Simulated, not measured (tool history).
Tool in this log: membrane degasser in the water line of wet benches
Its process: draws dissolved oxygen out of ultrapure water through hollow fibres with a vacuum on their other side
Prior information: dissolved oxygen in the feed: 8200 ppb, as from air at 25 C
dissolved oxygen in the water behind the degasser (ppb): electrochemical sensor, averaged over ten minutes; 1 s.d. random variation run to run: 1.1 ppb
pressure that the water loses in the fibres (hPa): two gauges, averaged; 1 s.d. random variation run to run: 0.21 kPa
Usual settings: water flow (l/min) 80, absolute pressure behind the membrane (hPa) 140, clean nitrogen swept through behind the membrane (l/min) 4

run,hour,water flow (l/min),absolute pressure behind the membrane (hPa),clean nitrogen swept through behind the membrane (l/min),dissolved oxygen in the water behind the degasser (ppb),pressure that the water loses in the fibres (hPa)
1,0,80,140,4,467.9,499.7
2,115,125,140,4,686.4,777.8
3,169.6,80,140,10.51,202.3,496.2
4,271.5,80,140,10.51,201.2,493.7
5,338.7,80,294,4,1050.1,498.5
6,457.2,50,294,4,708.8,313.3
7,555.3,50,294,4,706.6,309.8
8,668.1,80,140,4,469.9,499.1
9,772.2,80,140,4,467.6,500.5
10,824.7,80,140,4,470.9,499.7
11,887.5,80,140,4,471,496.8
12,994.4,89,140,4,516.6,553
13,1098.8,120,140,4,664.5,752.4
14,1211.2,120,140,4,664.7,748
15,1291.2,60,140,4,366,375.3
16,1380.1,60,140,4,365.7,371.7
17,1495.1,103,119,4.86,413.4,647.4
18,1587.7,103,119,4.86,412.6,644.2
19,1659,98,140,3.6,612.3,614.3
20,1775.2,98,140,3.6,612.2,615.8
21,1854.5,75,90,2.7,348.1,464.9
22,1955,80,133,2.86,583.2,502.9
23,2069.6,51,349,10.86,352.7,317.1
24,2191.3,70,219,3.64,750.2,436.7
25,2309.6,70,100,3.64,297.6,442.6
26,2418.5,70,100,3.64,297.2,441.6
27,2477.6,97,173,4,711.3,610.5
28,2531.6,95,173,4,701.4,592.7

Forecast each of these 5 alternatives for the next run:
A,2636.8,84,90,4,?,?
B,2636.8,83,173,4,?,?
C,2636.8,95,264,4,?,?
D,2636.8,93,173,4,?,?
E,2636.8,97,84,2.34,?,?

run,dissolved oxygen in the water behind the degasser (ppb),pressure that the water loses in the fibres (hPa)
A,280.4,526.1
B,625.6,522.8
C,1084.1,597.8
D,687.3,587.2
E,439.5,607.3
The same runs, with their run-to-run variation unchanged, on a tool lacking any hidden condition would have given:
run,dissolved oxygen in the water behind the degasser (ppb),pressure that the water loses in the fibres (hPa)
A,269.6,518.3
B,615.1,515
C,1073,588.9
D,675.9,578.4
E,421.6,598.2

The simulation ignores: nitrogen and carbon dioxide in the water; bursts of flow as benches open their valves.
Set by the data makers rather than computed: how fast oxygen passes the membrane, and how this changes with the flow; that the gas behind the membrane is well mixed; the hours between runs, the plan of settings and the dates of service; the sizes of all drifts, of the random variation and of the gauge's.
